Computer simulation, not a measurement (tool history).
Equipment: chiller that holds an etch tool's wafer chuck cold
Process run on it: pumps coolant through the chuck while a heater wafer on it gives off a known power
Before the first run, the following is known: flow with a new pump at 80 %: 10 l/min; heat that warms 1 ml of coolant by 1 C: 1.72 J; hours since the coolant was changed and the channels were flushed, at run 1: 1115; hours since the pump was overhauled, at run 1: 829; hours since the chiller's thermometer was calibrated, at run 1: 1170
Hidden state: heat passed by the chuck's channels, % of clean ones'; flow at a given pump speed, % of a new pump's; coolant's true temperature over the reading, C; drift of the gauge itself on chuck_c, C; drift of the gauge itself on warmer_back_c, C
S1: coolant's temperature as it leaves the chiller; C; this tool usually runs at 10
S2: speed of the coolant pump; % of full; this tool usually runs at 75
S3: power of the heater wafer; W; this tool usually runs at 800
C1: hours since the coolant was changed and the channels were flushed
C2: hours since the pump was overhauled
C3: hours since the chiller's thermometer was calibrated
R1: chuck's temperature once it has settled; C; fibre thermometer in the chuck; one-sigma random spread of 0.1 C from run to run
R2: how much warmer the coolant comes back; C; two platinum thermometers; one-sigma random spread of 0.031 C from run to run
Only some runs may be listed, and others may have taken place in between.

{"run": 1, "hour": 0.0, "S1": 10, "S2": 75, "S3": 800, "C1": 1115, "C2": 829, "C3": 1170, "R1": 20.6, "R2": 3.07}
{"run": 2, "hour": 55.6, "S1": 10, "S2": 75, "S3": 800, "C1": 1171, "C2": 885, "C3": 1226, "R1": 20.4, "R2": 3.09}
{"run": 3, "hour": 148.1, "S1": 10, "S2": 75, "S3": 800, "C1": 1263, "C2": 977, "C3": 1318, "R1": 20.6, "R2": 3.03}
{"run": 4, "hour": 214.5, "S1": 10, "S2": 75, "S3": 800, "C1": 1329, "C2": 1044, "C3": 1384, "R1": 20.8, "R2": 3.05}
{"run": 5, "hour": 304.9, "S1": 10, "S2": 75, "S3": 800, "C1": 1420, "C2": 1134, "C3": 1475, "R1": 20.8, "R2": 3.07}
{"run": 6, "hour": 413.9, "S1": 10, "S2": 75, "S3": 800, "C1": 1529, "C2": 1243, "C3": 1584, "R1": 20.7, "R2": 3.01}
{"run": 7, "hour": 491.7, "S1": 10, "S2": 75, "S3": 800, "C1": 1607, "C2": 1321, "C3": 1662, "R1": 20.7, "R2": 3.08}
{"run": 8, "hour": 566.0, "S1": 10, "S2": 86, "S3": 800, "C1": 1681, "C2": 1395, "C3": 1736, "R1": 19.5, "R2": 2.75}
{"run": 9, "hour": 676.6, "S1": 10, "S2": 86, "S3": 800, "C1": 1792, "C2": 1506, "C3": 1847, "R1": 19.7, "R2": 2.7}
{"run": 10, "hour": 746.5, "S1": 10, "S2": 75, "S3": 1120, "C1": 1861, "C2": 1576, "C3": 1917, "R1": 25.5, "R2": 4.37}
{"run": 11, "hour": 809.9, "S1": 10, "S2": 75, "S3": 473, "C1": 1925, "C2": 1639, "C3": 1980, "R1": 16.5, "R2": 1.83}
{"run": 12, "hour": 910.7, "S1": 14, "S2": 75, "S3": 800, "C1": 2026, "C2": 1740, "C3": 2081, "R1": 25.0, "R2": 3.15}
{"run": 13, "hour": 977.2, "S1": 14, "S2": 75, "S3": 800, "C1": 2092, "C2": 1807, "C3": 2147, "R1": 25.1, "R2": 3.13}
{"run": 14, "hour": 1024.5, "S1": 14, "S2": 75, "S3": 800, "C1": 2139, "C2": 1854, "C3": 2194, "R1": 25.2, "R2": 3.13}
{"run": 15, "hour": 1129.8, "S1": 10, "S2": 75, "S3": 800, "C1": 2245, "C2": 1959, "C3": 2300, "R1": 21.2, "R2": 3.17}

Predict the results of run 16:
{"run": 16, "hour": 1190.5, "S1": 11, "S2": 76, "S3": 589, "C1": 2305, "C2": 2020, "C3": 2360, "R1": "?", "R2": "?"}

Run 16 came out at R1 19.2 C, R2 2.33 C.
Minus the tool's unlogged condition, the same run would have read R1 18.3 C, R2 2.21 C.

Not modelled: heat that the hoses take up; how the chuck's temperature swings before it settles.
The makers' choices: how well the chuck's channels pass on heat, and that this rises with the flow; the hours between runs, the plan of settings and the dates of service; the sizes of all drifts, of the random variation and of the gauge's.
